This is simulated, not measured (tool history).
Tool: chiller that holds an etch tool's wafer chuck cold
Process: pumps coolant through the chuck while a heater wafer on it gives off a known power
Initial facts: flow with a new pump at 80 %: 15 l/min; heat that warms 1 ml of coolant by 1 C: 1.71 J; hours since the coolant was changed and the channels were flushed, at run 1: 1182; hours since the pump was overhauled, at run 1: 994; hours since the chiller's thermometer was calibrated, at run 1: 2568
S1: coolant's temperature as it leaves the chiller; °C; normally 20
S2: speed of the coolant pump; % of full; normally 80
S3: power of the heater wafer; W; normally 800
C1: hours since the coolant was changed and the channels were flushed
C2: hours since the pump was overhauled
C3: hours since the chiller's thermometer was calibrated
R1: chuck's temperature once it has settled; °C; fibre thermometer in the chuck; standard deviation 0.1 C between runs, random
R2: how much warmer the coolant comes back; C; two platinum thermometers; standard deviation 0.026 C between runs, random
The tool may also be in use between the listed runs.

{"run": 1, "hour": 0.0, "S1": 20, "S2": 80, "S3": 800, "C1": 1182, "C2": 994, "C3": 2568, "R1": 25.0, "R2": 1.83}
{"run": 2, "hour": 91.1, "S1": 20, "S2": 80, "S3": 800, "C1": 1273, "C2": 1085, "C3": 2659, "R1": 25.0, "R2": 1.91}
{"run": 3, "hour": 179.3, "S1": 20, "S2": 80, "S3": 800, "C1": 1361, "C2": 1173, "C3": 2747, "R1": 25.0, "R2": 1.89}
{"run": 4, "hour": 301.7, "S1": 20, "S2": 80, "S3": 800, "C1": 1484, "C2": 1296, "C3": 2870, "R1": 25.0, "R2": 1.93}
{"run": 5, "hour": 415.8, "S1": 20, "S2": 80, "S3": 800, "C1": 1598, "C2": 1410, "C3": 2984, "R1": 24.9, "R2": 1.89}
{"hour": 429.3, "done": "chiller's thermometer calibrated"}
{"run": 6, "hour": 542.6, "S1": 20, "S2": 80, "S3": 800, "C1": 1723, "C2": 1535, "C3": 113, "R1": 24.7, "R2": 1.93}
{"run": 7, "hour": 624.6, "S1": 20, "S2": 80, "S3": 800, "C1": 1806, "C2": 1618, "C3": 195, "R1": 24.9, "R2": 1.86}
{"hour": 665.4, "done": "chiller's thermometer calibrated, once more"}
{"run": 8, "hour": 743.5, "S1": 20, "S2": 80, "S3": 800, "C1": 1923, "C2": 1735, "C3": 78, "R1": 25.4, "R2": 1.91}
{"run": 9, "hour": 824.8, "S1": 20, "S2": 80, "S3": 800, "C1": 2005, "C2": 1817, "C3": 159, "R1": 25.2, "R2": 1.92}
{"run": 10, "hour": 906.8, "S1": 20, "S2": 80, "S3": 800, "C1": 2087, "C2": 1899, "C3": 241, "R1": 25.5, "R2": 1.86}
{"run": 11, "hour": 974.5, "S1": 30, "S2": 87, "S3": 529, "C1": 2154, "C2": 1966, "C3": 309, "R1": 33.4, "R2": 1.16}
{"run": 12, "hour": 1057.8, "S1": 30, "S2": 87, "S3": 529, "C1": 2238, "C2": 2050, "C3": 392, "R1": 33.2, "R2": 1.14}
{"run": 13, "hour": 1188.1, "S1": 30, "S2": 65, "S3": 412, "C1": 2368, "C2": 2180, "C3": 523, "R1": 33.4, "R2": 1.27}
{"run": 14, "hour": 1311.7, "S1": 29, "S2": 85, "S3": 412, "C1": 2492, "C2": 2304, "C3": 646, "R1": 31.8, "R2": 0.91}
{"run": 15, "hour": 1438.1, "S1": 19, "S2": 77, "S3": 731, "C1": 2618, "C2": 2430, "C3": 773, "R1": 24.1, "R2": 1.78}

For each entry between runs, how does the tool's hidden state at the last listed run before it compare with that at the first listed run after it?
Runs 5 to 6: chiller's thermometer calibrated (hour 429.3)
  heat passed by the chuck's channels, % of clean ones': 95.9 -> 95.6; flow at a given pump speed, % of a new pump's: 99.6 -> 99.5; coolant's true temperature over the reading, C: -0.34 -> -0.56
  measured minus no-state result, R1: -0.2 -> -0.4 °C
Runs 7 to 8: chiller's thermometer calibrated, once more (hour 665.4)
  heat passed by the chuck's channels, % of clean ones': 95.5 -> 95.2; flow at a given pump speed, % of a new pump's: 99.5 -> 99.4; coolant's true temperature over the reading, C: -0.57 -> 0
  measured minus no-state result, R1: -0.4 -> +0.2 °C
